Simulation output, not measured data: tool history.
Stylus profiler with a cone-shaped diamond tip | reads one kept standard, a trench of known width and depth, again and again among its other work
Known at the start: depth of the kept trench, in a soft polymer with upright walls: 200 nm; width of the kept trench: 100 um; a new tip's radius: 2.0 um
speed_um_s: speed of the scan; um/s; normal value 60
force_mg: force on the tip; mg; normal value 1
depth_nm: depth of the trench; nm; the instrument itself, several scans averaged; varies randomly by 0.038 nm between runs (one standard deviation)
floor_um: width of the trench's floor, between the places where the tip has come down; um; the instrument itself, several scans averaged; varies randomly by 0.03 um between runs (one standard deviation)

| run | hour | speed_um_s | force_mg | depth_nm | floor_um |
|---|---|---|---|---|---|
| 1 | 0 | 60 | 1 | 201.58 | 97.94 |
| 2 | 15.9 | 60 | 1 | 201.62 | 97.95 |
| 3 | 27 | 60 | 1 | 201.58 | 97.97 |
| 4 | 42.5 | 60 | 1 | 201.62 | 97.96 |
| 5 | 60.5 | 60 | 1 | 201.63 | 98.02 |
| 6 | 76.9 | 60 | 1 | 201.57 | 97.93 |
| 7 | 97.3 | 16 | 1 | 201.59 | 98.17 |
| 8 | 114.4 | 60 | 1 | 201.62 | 97.95 |
| 9 | 138.6 | 60 | 1 | 201.66 | 97.93 |
| 10 | 152.5 | 60 | 1 | 201.57 | 98 |
| 11 | 173.5 | 60 | 0.7 | 201.24 | 97.88 |
| 12 | 198.1 | 60 | 0.7 | 201.2 | 97.84 |
| 13 | 222.4 | 60 | 0.43 | 200.9 | 97.75 |
| 14 | 237.2 | 60 | 0.43 | 200.87 | 97.81 |
| 15 | 249.9 | 60 | 2.46 | 202.91 | 98.06 |
| 16 | 265.7 | 60 | 2.46 | 202.91 | 98.01 |
| 17 | 291 | 60 | 2.46 | 202.87 | 98.07 |
| 18 | 313.3 | 60 | 2.46 | 202.93 | 98.08 |
| 19 | 333.1 | 60 | 2.23 | 202.72 | 98.1 |
| 20 | 357.1 | 60 | 1 | 201.59 | 97.99 |
| 21 | 368.6 | 60 | 1 | 201.56 | 97.96 |
| 22 | 380 | 60 | 1 | 201.59 | 97.93 |
| 23 | 397.9 | 138 | 1 | 201.58 | 97.57 |
| 24 | 417.9 | 138 | 1 | 201.58 | 97.62 |
| 25 | 432.9 | 138 | 1 | 201.6 | 97.59 |
| 26 | 451.3 | 138 | 1 | 201.6 | 97.56 |
| 27 | 462.9 | 138 | 1 | 201.57 | 97.56 |
| 28 | 474.7 | 87 | 0.58 | 201.01 | 97.68 |
| 29 | 494.1 | 130 | 0.64 | 201.15 | 97.5 |
| 30 | 506.3 | 130 | 0.64 | 201.13 | 97.45 |
| 31 | 520.9 | 72 | 0.87 | 201.47 | 97.91 |
| 32 | 538 | 195 | 1.09 | 201.64 | 97.32 |
| 33 | 554.5 | 195 | 1.09 | 201.65 | 97.41 |
| 34 | 574.9 | 29 | 0.52 | 200.94 | 98.05 |
| 35 | 592.7 | 40 | 1.6 | 202.14 | 98.08 |
| 36 | 608 | 100 | 0.4 | 200.84 | 97.44 |
| 37 | 620.4 | 18 | 0.76 | 201.36 | 98.17 |
| 38 | 632.2 | 37 | 0.41 | 200.84 | 97.98 |
| 39 | 645.4 | 37 | 0.41 | 200.85 | 98.02 |
| 40 | 660.7 | 24 | 0.42 | 200.91 | 98.09 |
| 41 | 672.3 | 121 | 0.36 | 200.88 | 97.28 |
| 42 | 696.9 | 121 | 0.36 | 200.74 | 97.3 |
| 43 | 715.5 | 42 | 1.13 | 201.73 | 98.01 |
| 44 | 729.2 | 54 | 1.08 | 201.68 | 98.06 |
| 45 | 741.4 | 54 | 1.37 | 201.91 | 98.01 |
| 46 | 752.6 | 73 | 1.37 | 201.96 | 97.92 |

Between the runs listed above, the log contained 1 entry, not reproduced here. Where in the sequence does each belong, and how does what the log doesn't record of the tool's condition differ from the listed run before to the listed run after?
Logged between run 8 and run 9: new tip fitted, height scale calibrated (hour 137.9)
  radius of the tip, um: 2.03 -> 2; height scale over the true one, %: 0.003 -> 0
